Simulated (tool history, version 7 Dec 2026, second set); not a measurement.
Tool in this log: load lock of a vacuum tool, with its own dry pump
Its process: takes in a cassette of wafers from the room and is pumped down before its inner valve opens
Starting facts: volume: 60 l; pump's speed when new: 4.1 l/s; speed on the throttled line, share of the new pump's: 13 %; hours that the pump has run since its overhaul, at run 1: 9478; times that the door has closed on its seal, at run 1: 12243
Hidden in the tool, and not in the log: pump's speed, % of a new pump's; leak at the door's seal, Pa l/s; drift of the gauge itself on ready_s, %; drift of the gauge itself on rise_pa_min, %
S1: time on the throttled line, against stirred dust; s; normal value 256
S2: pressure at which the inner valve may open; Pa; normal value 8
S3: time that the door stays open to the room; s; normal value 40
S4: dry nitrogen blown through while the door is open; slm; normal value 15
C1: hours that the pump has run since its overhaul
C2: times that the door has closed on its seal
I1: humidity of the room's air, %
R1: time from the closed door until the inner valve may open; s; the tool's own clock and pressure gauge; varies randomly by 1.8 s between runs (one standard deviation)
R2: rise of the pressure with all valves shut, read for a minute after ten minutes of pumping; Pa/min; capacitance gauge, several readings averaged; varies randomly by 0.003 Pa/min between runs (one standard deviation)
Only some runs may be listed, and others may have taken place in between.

run,day,S1,S2,S3,S4,C1,C2,I1,R1,R2
1,0.000,256,8,40,15,9478,12243,44.2,382.8,0.083
2,11.988,256,8,40,15,9765,12754,46.1,380.5,0.088
3,18.225,256,8,40,15,9915,13020,45.1,383.7,0.081
4,27.025,256,8,112,15,10126,13395,45.9,380.7,0.101
5,36.071,256,8,40,15,10343,13781,43.8,384.1,0.090
6,47.458,256,8,40,15,10617,14267,46.0,384.1,0.090
7,53.029,256,8,40,15,10750,14504,45.2,387.8,0.098
8,63.367,256,8,40,15,10998,14945,44.0,385.8,0.096
9,74.196,256,10,40,15,11258,15407,47.8,381.2,0.101
10,79.117,256,10,40,15,11376,15617,43.1,385.2,0.102
11,88.846,256,10,40,15,11610,16032,48.7,382.2,0.105
12,100.000,256,8,40,15,11878,16508,46.5,391.2,0.116
13,107.542,256,8,40,15,12059,16829,47.5,392.7,0.110
14,115.658,256,15,40,15,12253,17175,43.4,376.5,0.110
15,125.350,256,15,40,15,12486,17589,43.6,379.6,0.116
16,136.688,256,8,100,15,12758,18072,45.6,391.3,0.133
17,141.817,256,8,40,5,12881,18291,43.4,394.8,0.127
18,150.475,256,9,128,13,13089,18660,47.7,389.8,0.142
19,156.592,268,8,70,17,13236,18921,47.4,401.6,0.127
20,166.871,137,8,38,16,13483,19360,45.7,293.2,0.127
21,174.362,217,8,185,15,13662,19679,41.9,358.9,0.147
22,182.921,217,8,185,15,13868,20044,44.9,360.6,0.156
23,188.404,512,8,40,10,13999,20278,45.7,610.2,0.137
24,200.321,216,10,40,22,14285,20786,46.0,357.3,0.135
25,206.658,334,10,85,4,14437,21056,44.2,456.1,0.164
26,216.646,418,7,87,17,14677,21482,42.2,537.4,0.149
27,223.033,256,12,80,25,14830,21755,48.7,388.6,0.149
28,228.433,256,8,80,30,14960,21985,40.9,396.8,0.146
29,239.642,256,8,48,15,15229,22463,46.2,397.8,0.153
30,245.925,142,8,32,17,15380,22731,50.5,304.2,0.147
31,257.675,242,8,236,18,15662,23232,44.1,386.4,0.178
32,262.579,256,8,40,34,15780,23441,41.9,400.6,0.146
# day 269.808: dry pump taken out, an overhauled one fitted
33,272.167,288,15,37,34,57,23840,44.9,378.5,0.151
34,282.738,256,8,90,15,310,24290,46.2,364.8,0.181

Difference, measured minus no-hidden-state, one row per run. Run-to-run variation is common to both terms; the gauge's own scatter need not be:
run,R1,R2
1,+20.7,+0.051
2,+21.2,+0.054
3,+21.7,+0.054
4,+22.1,+0.057
5,+22.8,+0.059
6,+23.4,+0.062
7,+24.0,+0.065
8,+24.4,+0.067
9,+24.2,+0.071
10,+24.7,+0.072
11,+25.2,+0.074
12,+27.0,+0.078
13,+27.5,+0.079
14,+25.2,+0.083
15,+26.0,+0.085
16,+29.2,+0.089
17,+29.7,+0.088
18,+29.6,+0.092
19,+29.9,+0.093
20,+35.5,+0.097
21,+32.9,+0.097
22,+33.7,+0.102
23,+22.9,+0.103
24,+34.0,+0.107
25,+29.8,+0.109
26,+29.0,+0.114
27,+33.2,+0.116
28,+35.5,+0.117
29,+36.3,+0.120
30,+41.9,+0.122
31,+38.3,+0.127
32,+38.2,+0.127
33,+0.7,+0.132
34,+0.9,+0.136

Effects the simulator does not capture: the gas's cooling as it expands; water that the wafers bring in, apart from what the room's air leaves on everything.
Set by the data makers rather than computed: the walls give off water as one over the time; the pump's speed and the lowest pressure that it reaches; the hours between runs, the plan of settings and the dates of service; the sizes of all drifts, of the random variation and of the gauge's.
